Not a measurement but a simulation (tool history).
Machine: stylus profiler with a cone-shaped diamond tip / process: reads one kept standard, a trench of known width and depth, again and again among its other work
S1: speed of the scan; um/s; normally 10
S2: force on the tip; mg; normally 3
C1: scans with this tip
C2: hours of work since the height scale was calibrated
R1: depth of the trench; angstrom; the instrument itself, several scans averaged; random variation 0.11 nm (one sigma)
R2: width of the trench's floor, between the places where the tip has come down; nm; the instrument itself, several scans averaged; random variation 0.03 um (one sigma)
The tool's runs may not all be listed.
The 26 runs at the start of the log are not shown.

Run 27, hour 326.6: usual settings but S1 6 um/s, S2 1.4 mg; C1 3765; C2 259. Result: R1 2009.8 angstrom, R2 46950 nm.
Run 28, hour 343.2: usual settings but S1 20 um/s, S2 1.64 mg; C1 3888; C2 268. Result: R1 2013 angstrom, R2 46800 nm.
Run 29, hour 360.8: usual settings but S1 2 um/s, S2 6.1 mg; C1 4019; C2 277. Result: R1 2027.7 angstrom, R2 47010 nm.
Run 30, hour 377.7: usual settings but S1 18 um/s, S2 2.73 mg; C1 4144; C2 285. Result: R1 2016.8 angstrom, R2 46860 nm.
Run 31, hour 395.7: usual settings but S2 2.68 mg; C1 4278; C2 295. Result: R1 2016.9 angstrom, R2 46930 nm.
Run 32, hour 408.8: usual settings but S2 2.68 mg; C1 4376; C2 301. Result: R1 2016.2 angstrom, R2 46860 nm.
Run 33, hour 418.2: usual settings but S1 6 um/s, S2 1.62 mg; C1 4446; C2 306. Result: R1 2011.6 angstrom, R2 46960 nm.
Run 34, hour 435.7: usual settings but S1 14 um/s, S2 5.09 mg; C1 4576; C2 315. Result: R1 2021.7 angstrom, R2 46880 nm.
Run 35, hour 454.5: usual settings but S1 5 um/s, S2 6.73 mg; C1 4716; C2 325. Result: R1 2027.9 angstrom, R2 46970 nm.
Run 36, hour 473.2: usual settings but S1 5 um/s, S2 6.73 mg; C1 4855; C2 334. Result: R1 2026.7 angstrom, R2 46940 nm.
Run 37, hour 486.8: usual settings but S1 5 um/s, S2 6.73 mg; C1 4957; C2 341. Result: R1 2027.8 angstrom, R2 47010 nm.
Run 38, hour 504: usual settings but S1 11 um/s, S2 2.99 mg; C1 5085; C2 350. Result: R1 2018.4 angstrom, R2 46880 nm.
Run 39, hour 512.9: usual settings but S1 11 um/s, S2 2.99 mg; C1 5151; C2 355. Result: R1 2017 angstrom, R2 46850 nm.
Run 40, hour 525.8: usual settings but S1 6 um/s, S2 3.44 mg; C1 5247; C2 361. Result: R1 2017.4 angstrom, R2 46880 nm.
Run 41, hour 536.2: usual settings but S1 39 um/s, S2 1.56 mg; C1 5325; C2 367. Result: R1 2012.9 angstrom, R2 46620 nm.
Run 42, hour 549.9: usual settings but S1 39 um/s, S2 1.56 mg; C1 5427; C2 374. Result: R1 2012.8 angstrom, R2 46580 nm.
Run 43, hour 566.5: usual settings but S1 3 um/s, S2 6.33 mg; C1 5550; C2 382. Result: R1 2027 angstrom, R2 46940 nm.
Run 44, hour 579.7: usual settings but S1 3 um/s, S2 6.33 mg; C1 5648; C2 389. Result: R1 2026 angstrom, R2 46920 nm.
Run 45, hour 591.4: usual settings but S1 6 um/s, S2 1 mg; C1 5735; C2 395. Result: R1 2010.3 angstrom, R2 46860 nm.
Run 46, hour 604: usual settings but S1 3 um/s, S2 6 mg; C1 5829; C2 401. Result: R1 2026 angstrom, R2 46910 nm.
Run 47, hour 616.3: usual settings but S1 12 um/s, S2 3.1 mg; C1 5921; C2 408. Result: R1 2019 angstrom, R2 46890 nm.
Run 48, hour 626: usual settings but S1 32 um/s, S2 3.38 mg; C1 5993; C2 413. Result: R1 2019.5 angstrom, R2 46730 nm.

Forecast each of these 3 alternatives for the next run:
Run A, hour 641.6: usual settings but S1 4 um/s; C1 6109; C2 421. Result: R1 ?, R2 ?.
Run B, hour 641.6: usual settings but S1 39 um/s; C1 6109; C2 421. Result: R1 ?, R2 ?.
Run C, hour 641.6: usual settings but S1 32 um/s, S2 2.09 mg; C1 6109; C2 421. Result: R1 ?, R2 ?.

run      R1     R2
  A  2015.9  46820
  B  2015.8  46650
  C  2014.8  46680
The same runs, with their run-to-run variation unchanged, on a tool lacking any hidden condition would have given:
run      R1     R2
  A  2012.6  47110
  B  2012.5  46940
  C  2011.5  46970

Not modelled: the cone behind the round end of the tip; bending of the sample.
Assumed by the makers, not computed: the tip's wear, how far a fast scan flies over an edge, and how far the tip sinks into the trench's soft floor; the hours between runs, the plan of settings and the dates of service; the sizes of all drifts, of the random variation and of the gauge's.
